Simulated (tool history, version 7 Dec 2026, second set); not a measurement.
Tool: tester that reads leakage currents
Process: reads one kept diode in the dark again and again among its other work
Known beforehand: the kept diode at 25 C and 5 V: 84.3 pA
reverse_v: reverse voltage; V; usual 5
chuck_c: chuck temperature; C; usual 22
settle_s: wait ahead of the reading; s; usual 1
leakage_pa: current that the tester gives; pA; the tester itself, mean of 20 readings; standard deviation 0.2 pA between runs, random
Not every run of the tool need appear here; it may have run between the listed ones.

run 1 hour=0 | reverse_v=5 chuck_c=22 settle_s=1 | leakage_pa=58.51
-- hour=14.1 chuck's temperature calibrated
run 2 hour=37.6 | reverse_v=5 chuck_c=22 settle_s=1 | leakage_pa=57.5
run 3 hour=73.1 | reverse_v=5 chuck_c=22 settle_s=1 | leakage_pa=57.38
run 4 hour=115.5 | reverse_v=5 chuck_c=23 settle_s=1 | leakage_pa=62.63
run 5 hour=161.9 | reverse_v=5 chuck_c=23 settle_s=1 | leakage_pa=62.34
run 6 hour=193.9 | reverse_v=1.46 chuck_c=22 settle_s=1 | leakage_pa=35.56
-- hour=213 probe card cleaned and baked
run 7 hour=226 | reverse_v=1.46 chuck_c=22 settle_s=1 | leakage_pa=33.84
run 8 hour=266.3 | reverse_v=1.46 chuck_c=22 settle_s=1 | leakage_pa=33.92
-- hour=315.5 chuck's temperature calibrated, once more
run 9 hour=317.1 | reverse_v=13.23 chuck_c=22 settle_s=1 | leakage_pa=90.31
run 10 hour=372.2 | reverse_v=13.23 chuck_c=22 settle_s=0.9 | leakage_pa=90.9
run 11 hour=402 | reverse_v=13.23 chuck_c=22 settle_s=0.9 | leakage_pa=90.11
run 12 hour=438.2 | reverse_v=13.23 chuck_c=22 settle_s=0.9 | leakage_pa=90.46
run 13 hour=471.4 | reverse_v=13.23 chuck_c=22 settle_s=0.9 | leakage_pa=90.23
run 14 hour=511.9 | reverse_v=1.49 chuck_c=22 settle_s=1 | leakage_pa=41.43
run 15 hour=534.3 | reverse_v=2.31 chuck_c=33 settle_s=1.22 | leakage_pa=137.1
run 16 hour=575.5 | reverse_v=15.39 chuck_c=57 settle_s=1 | leakage_pa=2030.15
run 17 hour=607.3 | reverse_v=15.39 chuck_c=57 settle_s=1 | leakage_pa=2015.75
run 18 hour=663.1 | reverse_v=15.39 chuck_c=57 settle_s=1 | leakage_pa=2019.83
run 19 hour=696.4 | reverse_v=15.39 chuck_c=57 settle_s=1 | leakage_pa=2008.46
run 20 hour=726.9 | reverse_v=1.37 chuck_c=47 settle_s=1.13 | leakage_pa=394.03
run 21 hour=782.1 | reverse_v=1.69 chuck_c=49 settle_s=9.06 | leakage_pa=496.74
run 22 hour=827.9 | reverse_v=5 chuck_c=37 settle_s=1 | leakage_pa=253.22
run 23 hour=882.9 | reverse_v=5 chuck_c=37 settle_s=1 | leakage_pa=252.32
run 24 hour=920.4 | reverse_v=5 chuck_c=22 settle_s=6.16 | leakage_pa=61.54
run 25 hour=969.3 | reverse_v=11.61 chuck_c=54 settle_s=1 | leakage_pa=1423.1
run 26 hour=1009.2 | reverse_v=5 chuck_c=26 settle_s=1 | leakage_pa=91.44
run 27 hour=1060.7 | reverse_v=5.87 chuck_c=21 settle_s=1 | leakage_pa=59.86
run 28 hour=1105.2 | reverse_v=7.31 chuck_c=23 settle_s=1.72 | leakage_pa=77.61

For some of the steps in leakage_pa from one run to the next: how much would appear even if the tool had no hidden state, given the settings, what came in and random variation, and how much remains for the hidden state plus any gauge scatter that the measured result and the result without hidden state don't share?
Hidden conditions of the tool in this case: stray current of the dirty probe card, pA a volt; current scale over the true one, %; true chuck temperature over the reading, C; drift of the gauge itself on leakage_pa, %.
Run 15 -> 16: reverse_v 2.31 -> 15.39, chuck_c 33 -> 57, settle_s 1.22 -> 1. leakage_pa +1893.05 pA: hidden state -32.83, all else +1925.88.
Run 19 -> 20: reverse_v 15.39 -> 1.37, chuck_c 57 -> 47, settle_s 1 -> 1.13. leakage_pa -1614.43 pA: hidden state +35.97, all else -1650.4.
Run 24 -> 25: reverse_v 5 -> 11.61, chuck_c 22 -> 54, settle_s 6.16 -> 1. leakage_pa +1361.56 pA: hidden state -50.97, all else +1412.53.
Run 25 -> 26: reverse_v 11.61 -> 5, chuck_c 54 -> 26. leakage_pa -1331.66 pA: hidden state +49.41, all else -1381.07.
